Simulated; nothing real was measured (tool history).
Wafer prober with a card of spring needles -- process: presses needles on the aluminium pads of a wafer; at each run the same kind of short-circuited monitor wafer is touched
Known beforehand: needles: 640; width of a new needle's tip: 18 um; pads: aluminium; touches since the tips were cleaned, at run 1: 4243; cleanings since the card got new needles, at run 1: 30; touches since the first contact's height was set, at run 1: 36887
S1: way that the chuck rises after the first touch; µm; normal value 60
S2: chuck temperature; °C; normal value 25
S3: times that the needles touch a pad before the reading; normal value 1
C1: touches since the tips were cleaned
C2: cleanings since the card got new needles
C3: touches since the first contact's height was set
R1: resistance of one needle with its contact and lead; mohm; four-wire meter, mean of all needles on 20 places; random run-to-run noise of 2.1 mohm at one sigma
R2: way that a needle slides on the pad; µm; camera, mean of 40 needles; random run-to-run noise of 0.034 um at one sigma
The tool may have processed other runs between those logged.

run 1 hour=0.0 | S1=60 S2=25 S3=1 | C1=4243 C2=30 C3=36887 | R1=564 R2=11.69
-- hour=3.6 tips cleaned on abrasive film
-- hour=19.2 tips cleaned on abrasive film
-- hour=35.8 tips cleaned on abrasive film
run 2 hour=46.7 | S1=60 S2=25 S3=1 | C1=3702 C2=33 C3=52551 | R1=555 R2=11.61
-- hour=50.3 tips cleaned on abrasive film
-- hour=67.2 tips cleaned on abrasive film
-- hour=81.1 tips cleaned on abrasive film
-- hour=84.9 height of the first contact set anew
run 3 hour=94.1 | S1=60 S2=25 S3=1 | C1=4280 C2=36 C3=3114 | R1=583 R2=11.40
-- hour=97.7 tips cleaned on abrasive film
-- hour=115.0 tips cleaned on abrasive film
-- hour=130.8 tips cleaned on abrasive film
run 4 hour=130.8 | S1=60 S2=25 S3=1 | C1=0 C2=39 C3=15386 | R1=259 R2=11.37
-- hour=144.7 tips cleaned on abrasive film
-- hour=160.8 tips cleaned on abrasive film
run 5 hour=166.9 | S1=60 S2=25 S3=1 | C1=2044 C2=41 C3=27486 | R1=474 R2=11.37
-- hour=176.1 tips cleaned on abrasive film
-- hour=193.0 tips cleaned on abrasive film
run 6 hour=195.2 | S1=60 S2=25 S3=1 | C1=760 C2=43 C3=36981 | R1=408 R2=11.34
-- hour=207.8 tips cleaned on abrasive film
-- hour=221.7 tips cleaned on abrasive film
-- hour=239.0 tips cleaned on abrasive film
run 7 hour=243.1 | S1=65 S2=25 S3=1 | C1=1392 C2=46 C3=53049 | R1=410 R2=12.23
-- hour=253.6 tips cleaned on abrasive film
-- hour=267.5 tips cleaned on abrasive film
-- hour=280.3 height of the first contact set anew
-- hour=283.3 tips cleaned on abrasive film
run 8 hour=286.2 | S1=65 S2=25 S3=1 | C1=971 C2=49 C3=1955 | R1=354 R2=12.80
-- hour=300.1 tips cleaned on abrasive film
-- hour=314.0 tips cleaned on abrasive film
-- hour=331.4 tips cleaned on abrasive film
run 9 hour=340.2 | S1=60 S2=25 S3=1 | C1=2967 C2=52 C3=20062 | R1=544 R2=11.75
-- hour=346.3 tips cleaned on abrasive film
-- hour=360.3 tips cleaned on abrasive film
-- hour=377.6 tips cleaned on abrasive film
-- hour=395.0 tips cleaned on abrasive film
run 10 hour=400.7 | S1=60 S2=43 S3=1 | C1=1946 C2=56 C3=40358 | R1=495 R2=11.69
-- hour=411.2 tips cleaned on abrasive film
-- hour=428.1 tips cleaned on abrasive film
-- hour=431.7 height of the first contact set anew, once more
-- hour=445.4 tips cleaned on abrasive film
-- hour=461.6 tips cleaned on abrasive film
run 11 hour=463.6 | S1=60 S2=43 S3=1 | C1=680 C2=60 C3=10698 | R1=395 R2=11.80
-- hour=477.3 tips cleaned on abrasive film
-- hour=491.8 tips cleaned on abrasive film
run 12 hour=491.8 | S1=60 S2=43 S3=1 | C1=0 C2=62 C3=20164 | R1=283 R2=11.72
-- hour=505.8 tips cleaned on abrasive film
-- hour=519.7 tips cleaned on abrasive film
-- hour=535.9 tips cleaned on abrasive film
-- hour=549.8 tips cleaned on abrasive film
run 13 hour=552.3 | S1=60 S2=43 S3=1 | C1=832 C2=66 C3=40415 | R1=395 R2=11.66
-- hour=564.9 tips cleaned on abrasive film
run 14 hour=578.0 | S1=60 S2=43 S3=1 | C1=4401 C2=67 C3=49043 | R1=602 R2=11.55
-- hour=581.5 tips cleaned on abrasive film
-- hour=598.1 tips cleaned on abrasive film
-- hour=614.5 tips cleaned on abrasive film
-- hour=628.1 height of the first contact set anew
-- hour=631.6 tips cleaned on abrasive film
run 15 hour=641.2 | S1=45 S2=60 S3=1 | C1=3235 C2=71 C3=4402 | R1=805 R2=8.83
-- hour=648.2 tips cleaned on abrasive film
-- hour=665.3 tips cleaned on abrasive film
run 16 hour=671.9 | S1=52 S2=44 S3=1 | C1=2204 C2=73 C3=14679 | R1=603 R2=10.15
-- hour=682.3 tips cleaned on abrasive film
-- hour=699.2 tips cleaned on abrasive film
run 17 hour=712.0 | S1=60 S2=82 S3=1 | C1=4324 C2=75 C3=28146 | R1=601 R2=11.71
-- hour=715.5 tips cleaned on abrasive film
-- hour=731.1 tips cleaned on abrasive film
run 18 hour=738.5 | S1=60 S2=82 S3=1 | C1=2503 C2=77 C3=37024 | R1=564 R2=11.64
-- hour=748.5 tips cleaned on abrasive film
-- hour=762.4 tips cleaned on abrasive film
-- hour=779.0 tips cleaned on abrasive film
-- hour=795.7 tips cleaned on abrasive film
run 19 hour=796.2 | S1=48 S2=92 S3=1 | C1=144 C2=81 C3=56334 | R1=352 R2=9.24
-- hour=810.0 tips cleaned on abrasive film
-- hour=822.8 height of the first contact set anew
-- hour=826.3 tips cleaned on abrasive film
run 20 hour=839.1 | S1=43 S2=60 S3=1 | C1=4317 C2=83 C3=5483 | R1=966 R2=8.43
-- hour=842.7 tips cleaned on abrasive film
-- hour=859.7 tips cleaned on abrasive film
-- hour=876.3 tips cleaned on abrasive film
-- hour=890.3 tips cleaned on abrasive film
run 21 hour=890.3 | S1=44 S2=98 S3=3 | C1=7 C2=87 C3=22598 | R1=297 R2=8.63
-- hour=907.1 tips cleaned on abrasive film
-- hour=923.1 tips cleaned on abrasive film
-- hour=939.6 tips cleaned on abrasive film
run 22 hour=949.8 | S1=44 S2=98 S3=3 | C1=3425 C2=90 C3=42566 | R1=478 R2=8.54
-- hour=956.8 tips cleaned on abrasive film
-- hour=974.2 tips cleaned on abrasive film
run 23 hour=987.3 | S1=66 S2=125 S3=1 | C1=4439 C2=92 C3=55165 | R1=557 R2=12.82
-- hour=990.9 tips cleaned on abrasive film
-- hour=1007.5 tips cleaned on abrasive film
-- hour=1017.8 height of the first contact set anew
-- hour=1024.8 tips cleaned on abrasive film
run 24 hour=1032.4 | S1=43 S2=25 S3=1 | C1=2564 C2=95 C3=4896 | R1=865 R2=8.47
-- hour=1042.2 tips cleaned on abrasive film
-- hour=1057.5 tips cleaned on abrasive film
run 25 hour=1069.8 | S1=72 S2=25 S3=1 | C1=4153 C2=97 C3=17441 | R1=516 R2=14.10
-- hour=1073.4 tips cleaned on abrasive film
-- hour=1089.3 tips cleaned on abrasive film
-- hour=1106.0 tips cleaned on abrasive film
run 26 hour=1106.0 | S1=72 S2=25 S3=1 | C1=0 C2=100 C3=29538 | R1=262 R2=14.06
-- hour=1121.7 tips cleaned on abrasive film
run 27 hour=1134.9 | S1=60 S2=25 S3=2 | C1=4451 C2=101 C3=39261 | R1=490 R2=11.62
-- hour=1138.4 tips cleaned on abrasive film
-- hour=1155.0 tips cleaned on abrasive film
-- hour=1170.4 tips cleaned on abrasive film
-- hour=1187.8 tips cleaned on abrasive film
run 28 hour=1189.7 | S1=60 S2=25 S3=2 | C1=638 C2=105 C3=57614 | R1=339 R2=11.63

4 options for the next run, each taken on its own from the tool as it stands now. Forecast them:
-- hour=1203.0 tips cleaned on abrasive film
-- hour=1212.9 height of the first contact set anew
-- hour=1219.9 tips cleaned on abrasive film
run A hour=1226.6 | S1=60 S2=25 S3=1 | C1=2236 C2=107 C3=4567 | R1=? R2=?
-- hour=1203.0 tips cleaned on abrasive film
-- hour=1212.9 height of the first contact set anew
-- hour=1219.9 tips cleaned on abrasive film
run B hour=1226.6 | S1=43 S2=97 S3=2 | C1=2236 C2=107 C3=4567 | R1=? R2=?
-- hour=1203.0 tips cleaned on abrasive film
-- hour=1212.9 height of the first contact set anew
-- hour=1219.9 tips cleaned on abrasive film
run C hour=1226.6 | S1=60 S2=49 S3=1 | C1=2236 C2=107 C3=4567 | R1=? R2=?
-- hour=1203.0 tips cleaned on abrasive film
-- hour=1212.9 height of the first contact set anew
-- hour=1219.9 tips cleaned on abrasive film
run D hour=1226.6 | S1=42 S2=57 S3=2 | C1=2236 C2=107 C3=4567 | R1=? R2=?

run=A R1=546 R2=11.79
run=B R1=583 R2=8.44
run=C R1=547 R2=11.79
run=D R1=605 R2=8.30
Stripped of hidden state, with their random variation kept, the same runs would have yielded:
run=A R1=234 R2=11.81
run=B R1=261 R2=8.46
run=C R1=242 R2=11.81
run=D R1=251 R2=8.32

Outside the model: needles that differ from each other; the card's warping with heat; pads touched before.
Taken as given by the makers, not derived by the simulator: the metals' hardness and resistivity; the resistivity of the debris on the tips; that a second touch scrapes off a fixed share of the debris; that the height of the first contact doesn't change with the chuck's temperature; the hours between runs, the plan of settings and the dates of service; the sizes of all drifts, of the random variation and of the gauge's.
